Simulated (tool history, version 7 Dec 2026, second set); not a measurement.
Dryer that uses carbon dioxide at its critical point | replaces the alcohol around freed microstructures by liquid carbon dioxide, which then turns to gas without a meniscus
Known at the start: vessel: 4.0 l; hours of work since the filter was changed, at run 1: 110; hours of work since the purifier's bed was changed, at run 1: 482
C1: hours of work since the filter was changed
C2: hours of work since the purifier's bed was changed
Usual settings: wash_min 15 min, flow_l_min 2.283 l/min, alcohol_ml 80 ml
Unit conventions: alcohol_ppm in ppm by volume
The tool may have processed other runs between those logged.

{"run": 1, "day": 0.0, "wash_min": 15, "flow_l_min": 2.283, "alcohol_ml": 80, "C1": 110, "C2": 482, "alcohol_ppm": 136}
{"run": 2, "day": 0.758, "wash_min": 15, "flow_l_min": 2.283, "alcohol_ml": 80, "C1": 124, "C2": 497, "alcohol_ppm": 133}
{"run": 3, "day": 2.171, "wash_min": 15, "flow_l_min": 2.283, "alcohol_ml": 80, "C1": 151, "C2": 523, "alcohol_ppm": 138}
{"run": 4, "day": 2.829, "wash_min": 15, "flow_l_min": 2.283, "alcohol_ml": 80, "C1": 164, "C2": 536, "alcohol_ppm": 144}
{"run": 5, "day": 3.871, "wash_min": 10, "flow_l_min": 2.283, "alcohol_ml": 80, "C1": 184, "C2": 556, "alcohol_ppm": 328}
{"run": 6, "day": 4.529, "wash_min": 15, "flow_l_min": 2.283, "alcohol_ml": 116, "C1": 196, "C2": 568, "alcohol_ppm": 165}
{"run": 7, "day": 5.804, "wash_min": 15, "flow_l_min": 2.283, "alcohol_ml": 80, "C1": 220, "C2": 593, "alcohol_ppm": 155}
{"run": 8, "day": 7.338, "wash_min": 15, "flow_l_min": 2.283, "alcohol_ml": 80, "C1": 250, "C2": 622, "alcohol_ppm": 174}
{"run": 9, "day": 8.125, "wash_min": 15, "flow_l_min": 2.283, "alcohol_ml": 80, "C1": 265, "C2": 637, "alcohol_ppm": 180}
{"day": 8.517, "done": "inlet filter changed"}
{"run": 10, "day": 9.483, "wash_min": 15, "flow_l_min": 2.283, "alcohol_ml": 80, "C1": 18, "C2": 662, "alcohol_ppm": 181}
{"run": 11, "day": 10.4, "wash_min": 15, "flow_l_min": 2.283, "alcohol_ml": 80, "C1": 36, "C2": 679, "alcohol_ppm": 184}
{"run": 12, "day": 11.588, "wash_min": 15, "flow_l_min": 2.283, "alcohol_ml": 80, "C1": 58, "C2": 702, "alcohol_ppm": 183}
{"run": 13, "day": 13.171, "wash_min": 15, "flow_l_min": 2.283, "alcohol_ml": 80, "C1": 89, "C2": 732, "alcohol_ppm": 200}
{"run": 14, "day": 13.846, "wash_min": 15, "flow_l_min": 2.283, "alcohol_ml": 80, "C1": 101, "C2": 745, "alcohol_ppm": 194}
{"run": 15, "day": 14.638, "wash_min": 15, "flow_l_min": 2.283, "alcohol_ml": 80, "C1": 117, "C2": 760, "alcohol_ppm": 200}
{"run": 16, "day": 15.692, "wash_min": 15, "flow_l_min": 2.283, "alcohol_ml": 80, "C1": 137, "C2": 780, "alcohol_ppm": 217}
{"day": 15.967, "done": "purifier's bed changed"}
{"run": 17, "day": 17.208, "wash_min": 18, "flow_l_min": 2.283, "alcohol_ml": 80, "C1": 163, "C2": 24, "alcohol_ppm": 12}
{"run": 18, "day": 18.612, "wash_min": 18, "flow_l_min": 2.283, "alcohol_ml": 80, "C1": 190, "C2": 50, "alcohol_ppm": 24}
{"run": 19, "day": 19.554, "wash_min": 15, "flow_l_min": 2.283, "alcohol_ml": 80, "C1": 208, "C2": 68, "alcohol_ppm": 45}
{"run": 20, "day": 20.292, "wash_min": 15, "flow_l_min": 2.283, "alcohol_ml": 80, "C1": 222, "C2": 82, "alcohol_ppm": 46}
{"run": 21, "day": 21.704, "wash_min": 15, "flow_l_min": 2.283, "alcohol_ml": 80, "C1": 249, "C2": 109, "alcohol_ppm": 58}
{"day": 22.896, "done": "inlet filter changed"}
{"run": 22, "day": 23.046, "wash_min": 15, "flow_l_min": 2.283, "alcohol_ml": 80, "C1": 3, "C2": 134, "alcohol_ppm": 54}
{"run": 23, "day": 24.404, "wash_min": 15, "flow_l_min": 1.76, "alcohol_ml": 80, "C1": 29, "C2": 160, "alcohol_ppm": 114}
{"run": 24, "day": 25.221, "wash_min": 15, "flow_l_min": 1.76, "alcohol_ml": 80, "C1": 44, "C2": 175, "alcohol_ppm": 115}
{"run": 25, "day": 26.192, "wash_min": 14, "flow_l_min": 1.74, "alcohol_ml": 66, "C1": 63, "C2": 194, "alcohol_ppm": 152}
{"run": 26, "day": 27.325, "wash_min": 21, "flow_l_min": 2.71, "alcohol_ml": 71, "C1": 84, "C2": 216, "alcohol_ppm": 61}
{"run": 27, "day": 28.6, "wash_min": 21, "flow_l_min": 2.71, "alcohol_ml": 71, "C1": 109, "C2": 240, "alcohol_ppm": 60}
{"run": 28, "day": 29.629, "wash_min": 21, "flow_l_min": 2.71, "alcohol_ml": 71, "C1": 128, "C2": 259, "alcohol_ppm": 65}
{"run": 29, "day": 30.317, "wash_min": 19, "flow_l_min": 1.74, "alcohol_ml": 71, "C1": 141, "C2": 273, "alcohol_ppm": 93}
{"run": 30, "day": 31.821, "wash_min": 19, "flow_l_min": 1.74, "alcohol_ml": 71, "C1": 170, "C2": 301, "alcohol_ppm": 95}
{"run": 31, "day": 33.179, "wash_min": 21, "flow_l_min": 3.19, "alcohol_ml": 76, "C1": 196, "C2": 327, "alcohol_ppm": 86}
{"run": 32, "day": 34.692, "wash_min": 21, "flow_l_min": 3.19, "alcohol_ml": 76, "C1": 225, "C2": 356, "alcohol_ppm": 100}
{"run": 33, "day": 35.383, "wash_min": 23, "flow_l_min": 1.87, "alcohol_ml": 25, "C1": 238, "C2": 369, "alcohol_ppm": 91}
{"run": 34, "day": 36.217, "wash_min": 15, "flow_l_min": 2.283, "alcohol_ml": 97, "C1": 254, "C2": 385, "alcohol_ppm": 125}
{"day": 37.133, "done": "inlet filter changed"}
{"run": 35, "day": 37.492, "wash_min": 15, "flow_l_min": 2.283, "alcohol_ml": 91, "C1": 7, "C2": 408, "alcohol_ppm": 126}
{"run": 36, "day": 38.892, "wash_min": 15, "flow_l_min": 2.283, "alcohol_ml": 91, "C1": 34, "C2": 435, "alcohol_ppm": 126}
{"run": 37, "day": 40.092, "wash_min": 15, "flow_l_min": 2.283, "alcohol_ml": 91, "C1": 56, "C2": 458, "alcohol_ppm": 148}
{"run": 38, "day": 41.425, "wash_min": 23, "flow_l_min": 2.283, "alcohol_ml": 47, "C1": 82, "C2": 483, "alcohol_ppm": 127}
{"run": 39, "day": 42.446, "wash_min": 15, "flow_l_min": 2.41, "alcohol_ml": 33, "C1": 101, "C2": 503, "alcohol_ppm": 135}
{"run": 40, "day": 43.175, "wash_min": 15, "flow_l_min": 2.26, "alcohol_ml": 35, "C1": 115, "C2": 517, "alcohol_ppm": 138}
{"run": 41, "day": 44.321, "wash_min": 15, "flow_l_min": 2.26, "alcohol_ml": 35, "C1": 137, "C2": 538, "alcohol_ppm": 149}
{"run": 42, "day": 45.792, "wash_min": 15, "flow_l_min": 2.26, "alcohol_ml": 35, "C1": 165, "C2": 566, "alcohol_ppm": 154}
{"run": 43, "day": 46.525, "wash_min": 15, "flow_l_min": 2.26, "alcohol_ml": 35, "C1": 179, "C2": 580, "alcohol_ppm": 148}
{"run": 44, "day": 47.2, "wash_min": 15, "flow_l_min": 2.26, "alcohol_ml": 35, "C1": 192, "C2": 593, "alcohol_ppm": 163}
{"run": 45, "day": 48.371, "wash_min": 17, "flow_l_min": 1.56, "alcohol_ml": 27, "C1": 214, "C2": 616, "alcohol_ppm": 186}
{"run": 46, "day": 49.388, "wash_min": 14, "flow_l_min": 3.47, "alcohol_ml": 27, "C1": 233, "C2": 635, "alcohol_ppm": 163}
{"run": 47, "day": 50.512, "wash_min": 13, "flow_l_min": 3.47, "alcohol_ml": 34, "C1": 255, "C2": 656, "alcohol_ppm": 173}

Some steps in alcohol_ppm between neighbouring runs. How much of each would the tool show without its hidden state too (settings, what came in, random variation), and how much is left for the hidden state, with any gauge scatter that isn't in both results?
Hidden state at play: flow that reaches the vessel past the clogged filter, %; alcohol in the recycled carbon dioxide, ppm; drift of the gauge itself on alcohol_ppm, %.
Run 4 -> 5: wash_min 15 -> 10. alcohol_ppm +184 ppm by volume: hidden state +41, all else +143.
Run 5 -> 6: wash_min 10 -> 15, alcohol_ml 80 -> 116. alcohol_ppm -163 ppm by volume: hidden state -30, all else -133.
Run 16 -> 17: wash_min 15 -> 18, purifier's bed changed. alcohol_ppm -205 ppm by volume: hidden state -181, all else -24.
